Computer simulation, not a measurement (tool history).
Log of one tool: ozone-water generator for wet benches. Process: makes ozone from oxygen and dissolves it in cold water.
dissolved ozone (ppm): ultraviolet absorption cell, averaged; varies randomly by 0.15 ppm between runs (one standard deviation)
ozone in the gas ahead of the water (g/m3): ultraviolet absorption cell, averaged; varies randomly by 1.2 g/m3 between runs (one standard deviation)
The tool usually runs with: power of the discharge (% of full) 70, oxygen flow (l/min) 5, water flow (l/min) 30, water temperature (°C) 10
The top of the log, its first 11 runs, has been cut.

| run | hour | power of the discharge (% of full) | oxygen flow (l/min) | water flow (l/min) | water temperature (°C) | hours of work since the electrodes were changed | hours of work since the contactor was cleaned | hours of work since the thermometer was calibrated | dissolved ozone (ppm) | ozone in the gas ahead of the water (g/m3) |
|---|---|---|---|---|---|---|---|---|---|---|
| 12 | 382.2 | 88 | 5 | 30 | 10 | 991 | 2448 | 3640 | 23.8 | 262 |
| 13 | 434.1 | 88 | 5 | 30 | 10 | 1040 | 2497 | 3689 | 23.9 | 257.7 |
| 14 | 459.6 | 70 | 5 | 30 | 10 | 1064 | 2521 | 3713 | 19.1 | 209.5 |
| 15 | 501.3 | 70 | 5 | 30 | 10 | 1103 | 2560 | 3752 | 19.1 | 211.8 |
| 16 | 524.3 | 70 | 5 | 30 | 10 | 1125 | 2582 | 3774 | 19.4 | 211.3 |
| 17 | 550.6 | 70 | 5 | 30 | 10 | 1150 | 2607 | 3799 | 19.2 | 212.4 |
| 18 | 583.3 | 70 | 3.27 | 30 | 5 | 1181 | 2638 | 3830 | 19.1 | 277.6 |
| 19 | 631 | 70 | 3.27 | 30 | 5 | 1226 | 2683 | 3875 | 18.8 | 274.6 |
| 20 | 681.3 | 70 | 3.27 | 30 | 5 | 1273 | 2730 | 3922 | 18.7 | 276.7 |
| 21 | 719.7 | 70 | 3.27 | 30 | 5 | 1309 | 2766 | 3958 | 19 | 276.3 |
| 22 | 759.7 | 70 | 3.38 | 39 | 7 | 1347 | 2804 | 3996 | 14 | 272.7 |
| 23 | 796 | 81 | 5.23 | 41 | 10 | 1381 | 2838 | 4030 | 16.2 | 236.7 |
| 24 | 824.7 | 81 | 5.23 | 41 | 10 | 1408 | 2865 | 4057 | 16.1 | 237.9 |
| 25 | 854.6 | 77 | 2.93 | 44 | 11 | 1436 | 2893 | 4085 | 12.5 | 326.8 |
| 26 | 890.2 | 48 | 5.25 | 32 | 10 | 1470 | 2927 | 4119 | 12.7 | 145.3 |
| 27 | 939.2 | 70 | 2.91 | 18 | 10 | 1516 | 2973 | 4165 | 29 | 300.1 |
| 28 | 988.2 | 70 | 5.34 | 21 | 10 | 1562 | 3019 | 4211 | 26.4 | 205.6 |
|  | 993 | gauge calibrated |
| 29 | 1018.3 | 70 | 8.15 | 21 | 10 | 1591 | 3048 | 4240 | 26.1 | 154.3 |
|  | 1070.8 | water thermometer calibrated |
| 30 | 1070.8 | 70 | 8.15 | 21 | 10 | 1640 | 3097 | 0 | 25.7 | 153.7 |
| 31 | 1112.9 | 75 | 3.65 | 48 | 17 | 1679 | 3136 | 40 | 11.5 | 269.6 |
| 32 | 1160.4 | 41 | 5 | 31 | 10 | 1724 | 3181 | 84 | 11.4 | 128.3 |
| 33 | 1198.5 | 57 | 2.92 | 24 | 8 | 1760 | 3217 | 120 | 18.7 | 242.2 |

Alternative continuations, all from the tool just after run 33; predict every row:
| A | 1249.2 | 47 | 6.44 | 24 | 8 | 1808 | 3265 | 168 | ? | ? |
| B | 1249.2 | 57 | 2.92 | 28 | 8 | 1808 | 3265 | 168 | ? | ? |
| C | 1249.2 | 55 | 2.73 | 24 | 8 | 1808 | 3265 | 168 | ? | ? |

| run | dissolved ozone (ppm) | ozone in the gas ahead of the water (g/m3) |
|---|---|---|
| A | 16.8 | 123.9 |
| B | 16 | 241.3 |
| C | 17.9 | 243.9 |
Had the tool no hidden state, the same runs would have come out as:
| run | dissolved ozone (ppm) | ozone in the gas ahead of the water (g/m3) |
|---|---|---|
| A | 16.8 | 123 |
| B | 16 | 239.6 |
| C | 17.9 | 242.3 |
